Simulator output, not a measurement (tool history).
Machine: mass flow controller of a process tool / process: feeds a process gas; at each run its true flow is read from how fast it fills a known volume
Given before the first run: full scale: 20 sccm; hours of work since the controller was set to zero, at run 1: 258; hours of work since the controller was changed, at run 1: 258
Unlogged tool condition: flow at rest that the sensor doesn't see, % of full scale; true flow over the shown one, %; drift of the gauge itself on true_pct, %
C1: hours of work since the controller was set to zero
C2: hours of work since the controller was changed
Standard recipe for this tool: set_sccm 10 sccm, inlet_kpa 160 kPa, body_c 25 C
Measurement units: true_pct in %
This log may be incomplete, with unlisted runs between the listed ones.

{"run": 1, "hour": 0.0, "set_sccm": 10, "inlet_kpa": 160, "body_c": 25, "C1": 258, "C2": 258, "true_pct": 99.38}
{"run": 2, "hour": 216.9, "set_sccm": 12, "inlet_kpa": 160, "body_c": 25, "C1": 378, "C2": 378, "true_pct": 99.59}
{"run": 3, "hour": 369.9, "set_sccm": 12, "inlet_kpa": 160, "body_c": 25, "C1": 462, "C2": 462, "true_pct": 99.86}
{"run": 4, "hour": 537.8, "set_sccm": 12, "inlet_kpa": 160, "body_c": 25, "C1": 555, "C2": 555, "true_pct": 100.02}
{"run": 5, "hour": 837.1, "set_sccm": 12, "inlet_kpa": 223, "body_c": 25, "C1": 721, "C2": 721, "true_pct": 100.4}
{"run": 6, "hour": 968.3, "set_sccm": 10, "inlet_kpa": 160, "body_c": 25, "C1": 794, "C2": 794, "true_pct": 100.14}
{"run": 7, "hour": 1256.9, "set_sccm": 10, "inlet_kpa": 160, "body_c": 25, "C1": 954, "C2": 954, "true_pct": 100.38}
{"run": 8, "hour": 1456.9, "set_sccm": 10, "inlet_kpa": 160, "body_c": 25, "C1": 1064, "C2": 1064, "true_pct": 100.69}
{"run": 9, "hour": 1704.4, "set_sccm": 10, "inlet_kpa": 160, "body_c": 25, "C1": 1202, "C2": 1202, "true_pct": 100.79}
{"run": 10, "hour": 1953.3, "set_sccm": 10, "inlet_kpa": 160, "body_c": 25, "C1": 1339, "C2": 1339, "true_pct": 101.0}
{"run": 11, "hour": 2102.4, "set_sccm": 10, "inlet_kpa": 160, "body_c": 25, "C1": 1422, "C2": 1422, "true_pct": 101.11}
{"run": 12, "hour": 2398.7, "set_sccm": 18, "inlet_kpa": 160, "body_c": 25, "C1": 1586, "C2": 1586, "true_pct": 101.68}
{"run": 13, "hour": 2627.9, "set_sccm": 10, "inlet_kpa": 160, "body_c": 25, "C1": 1713, "C2": 1713, "true_pct": 101.48}
{"run": 14, "hour": 2816.0, "set_sccm": 10, "inlet_kpa": 160, "body_c": 25, "C1": 1817, "C2": 1817, "true_pct": 101.67}
{"hour": 2867.3, "done": "gauge calibrated"}
{"run": 15, "hour": 3074.8, "set_sccm": 10, "inlet_kpa": 160, "body_c": 25, "C1": 1961, "C2": 1961, "true_pct": 99.61}
{"run": 16, "hour": 3344.3, "set_sccm": 10, "inlet_kpa": 160, "body_c": 25, "C1": 2110, "C2": 2110, "true_pct": 99.73}
{"run": 17, "hour": 3539.5, "set_sccm": 10, "inlet_kpa": 160, "body_c": 25, "C1": 2218, "C2": 2218, "true_pct": 99.89}
{"run": 18, "hour": 3851.4, "set_sccm": 10, "inlet_kpa": 160, "body_c": 25, "C1": 2391, "C2": 2391, "true_pct": 100.19}
{"run": 19, "hour": 4065.9, "set_sccm": 10, "inlet_kpa": 160, "body_c": 25, "C1": 2510, "C2": 2510, "true_pct": 100.24}
{"run": 20, "hour": 4222.7, "set_sccm": 10, "inlet_kpa": 160, "body_c": 25, "C1": 2596, "C2": 2596, "true_pct": 100.49}
{"run": 21, "hour": 4398.1, "set_sccm": 2, "inlet_kpa": 182, "body_c": 25, "C1": 2694, "C2": 2694, "true_pct": 100.33}
{"run": 22, "hour": 4674.1, "set_sccm": 4, "inlet_kpa": 242, "body_c": 25, "C1": 2846, "C2": 2846, "true_pct": 100.93}
{"run": 23, "hour": 4824.5, "set_sccm": 9, "inlet_kpa": 252, "body_c": 22, "C1": 2930, "C2": 2930, "true_pct": 101.05}
{"run": 24, "hour": 5141.5, "set_sccm": 9, "inlet_kpa": 252, "body_c": 22, "C1": 3105, "C2": 3105, "true_pct": 101.23}
{"run": 25, "hour": 5278.1, "set_sccm": 4, "inlet_kpa": 141, "body_c": 40, "C1": 3181, "C2": 3181, "true_pct": 102.28}
{"run": 26, "hour": 5423.7, "set_sccm": 10, "inlet_kpa": 226, "body_c": 25, "C1": 3262, "C2": 3262, "true_pct": 101.76}
{"run": 27, "hour": 5565.4, "set_sccm": 10, "inlet_kpa": 226, "body_c": 25, "C1": 3340, "C2": 3340, "true_pct": 101.89}
{"run": 28, "hour": 5748.5, "set_sccm": 4, "inlet_kpa": 252, "body_c": 38, "C1": 3442, "C2": 3442, "true_pct": 102.71}
{"run": 29, "hour": 5910.2, "set_sccm": 4, "inlet_kpa": 252, "body_c": 38, "C1": 3531, "C2": 3531, "true_pct": 102.85}
{"run": 30, "hour": 6157.1, "set_sccm": 15, "inlet_kpa": 160, "body_c": 22, "C1": 3668, "C2": 3668, "true_pct": 102.0}
{"run": 31, "hour": 6373.2, "set_sccm": 15, "inlet_kpa": 160, "body_c": 22, "C1": 3788, "C2": 3788, "true_pct": 102.0}
{"run": 32, "hour": 6645.1, "set_sccm": 8, "inlet_kpa": 160, "body_c": 32, "C1": 3938, "C2": 3938, "true_pct": 102.8}
{"run": 33, "hour": 6853.4, "set_sccm": 4, "inlet_kpa": 206, "body_c": 25, "C1": 4054, "C2": 4054, "true_pct": 102.42}
{"run": 34, "hour": 7027.1, "set_sccm": 10, "inlet_kpa": 185, "body_c": 25, "C1": 4150, "C2": 4150, "true_pct": 102.84}

3 options for the next run, each taken on its own from the tool as it stands now. Forecast them:
{"run": "A", "hour": 7343.9, "set_sccm": 4, "inlet_kpa": 160, "body_c": 24, "C1": 4325, "C2": 4325, "true_pct": "?"}
{"run": "B", "hour": 7343.9, "set_sccm": 15, "inlet_kpa": 198, "body_c": 25, "C1": 4325, "C2": 4325, "true_pct": "?"}
{"run": "C", "hour": 7343.9, "set_sccm": 7, "inlet_kpa": 185, "body_c": 31, "C1": 4325, "C2": 4325, "true_pct": "?"}

run=A true_pct=102.56
run=B true_pct=103.36
run=C true_pct=103.30
What these runs would have given with no unlogged condition in the tool:
run=A true_pct=99.03
run=B true_pct=99.81
run=C true_pct=99.75
